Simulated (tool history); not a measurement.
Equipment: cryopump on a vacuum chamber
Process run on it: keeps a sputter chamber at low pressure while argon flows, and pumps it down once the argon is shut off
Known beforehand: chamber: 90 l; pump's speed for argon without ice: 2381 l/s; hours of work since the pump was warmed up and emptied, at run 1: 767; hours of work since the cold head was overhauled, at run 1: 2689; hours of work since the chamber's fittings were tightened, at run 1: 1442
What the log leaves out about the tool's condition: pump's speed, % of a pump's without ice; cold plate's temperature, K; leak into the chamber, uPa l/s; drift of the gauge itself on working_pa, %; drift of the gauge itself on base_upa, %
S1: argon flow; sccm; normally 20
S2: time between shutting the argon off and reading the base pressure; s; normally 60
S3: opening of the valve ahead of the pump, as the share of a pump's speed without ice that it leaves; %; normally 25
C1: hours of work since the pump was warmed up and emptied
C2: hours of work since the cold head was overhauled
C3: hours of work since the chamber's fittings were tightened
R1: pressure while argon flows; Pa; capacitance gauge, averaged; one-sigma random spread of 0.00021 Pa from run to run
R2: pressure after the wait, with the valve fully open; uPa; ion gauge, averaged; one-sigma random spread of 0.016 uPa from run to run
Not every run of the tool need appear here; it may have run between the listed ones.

run,hour,S1,S2,S3,C1,C2,C3,R1,R2
1,0.0,20,60,25,767,2689,1442,0.0596,1.23
2,115.3,20,60,25,857,2779,1532,0.0603,1.23
# hour 208.0: pump warmed up, emptied and cooled again
3,237.4,20,60,25,23,2871,1623,0.0575,1.19
4,353.2,20,60,25,113,2961,1714,0.0574,1.20
5,428.6,20,60,25,172,3020,1773,0.0574,1.22
# hour 498.4: leaking fittings of the chamber tightened, without venting
6,514.9,9,60,25,238,3086,13,0.0261,0.98
7,564.4,20,49,25,277,3125,52,0.0581,1.20
8,662.7,20,49,25,354,3202,128,0.0581,1.20
9,721.9,20,299,25,400,3248,175,0.0584,0.35
10,791.9,20,60,25,455,3303,229,0.0584,1.04
11,892.6,20,60,25,533,3381,308,0.0591,1.03
12,964.1,20,60,25,589,3437,364,0.0589,1.08
13,1032.8,20,60,25,643,3491,418,0.0592,1.08
14,1123.7,20,60,60,714,3562,489,0.0262,1.07
15,1239.8,20,60,60,805,3653,579,0.0264,1.07
16,1289.9,20,60,60,844,3692,619,0.0268,1.12
17,1345.1,20,65,25,887,3735,662,0.0598,1.06
# hour 1398.2: pump warmed up, emptied and cooled again
18,1449.4,20,65,25,40,3813,739,0.0574,1.02
19,1509.7,24,60,25,87,3860,786,0.0693,1.08
20,1572.9,15,60,25,137,3909,836,0.0433,1.11
21,1634.1,15,60,25,184,3957,884,0.0436,1.12
22,1734.1,21,219,25,263,4035,962,0.0613,0.52
23,1803.0,21,94,25,316,4089,1016,0.0613,0.82
24,1908.6,21,94,25,399,4171,1098,0.0612,0.85
25,2018.8,11,100,25,485,4258,1184,0.0324,0.84
26,2092.6,11,100,25,543,4315,1242,0.0322,0.83
27,2169.1,15,108,16,602,4375,1302,0.0682,0.81
28,2235.1,11,60,25,654,4427,1353,0.0325,1.20
29,2284.1,11,60,25,692,4465,1392,0.0326,1.19
30,2375.0,12,78,45,763,4536,1463,0.0207,1.02
31,2469.5,22,89,21,837,4610,1536,0.0780,0.97
32,2538.7,22,48,27,891,4664,1591,0.0618,1.46
# hour 2583.5: pump warmed up, emptied and cooled again
33,2603.4,10,48,29,16,4710,1637,0.0252,1.42
34,2657.5,10,48,44,58,4753,1679,0.0169,1.39
35,2766.2,8,58,34,143,4838,1764,0.0171,1.27

3 ways to go on from here, each from the tool as it stands after run 35. What would each give?
A,2838.1,27,58,34,199,4894,1821,?,?
B,2838.1,12,24,24,199,4894,1821,?,?
C,2838.1,8,58,34,199,4894,1821,?,?

run,R1,R2
A,0.0581,1.26
B,0.0366,2.51
C,0.0174,1.27
Without the tool's unlogged condition, the same runs would have read:
run,R1,R2
A,0.0564,1.00
B,0.0359,2.25
C,0.0169,1.01
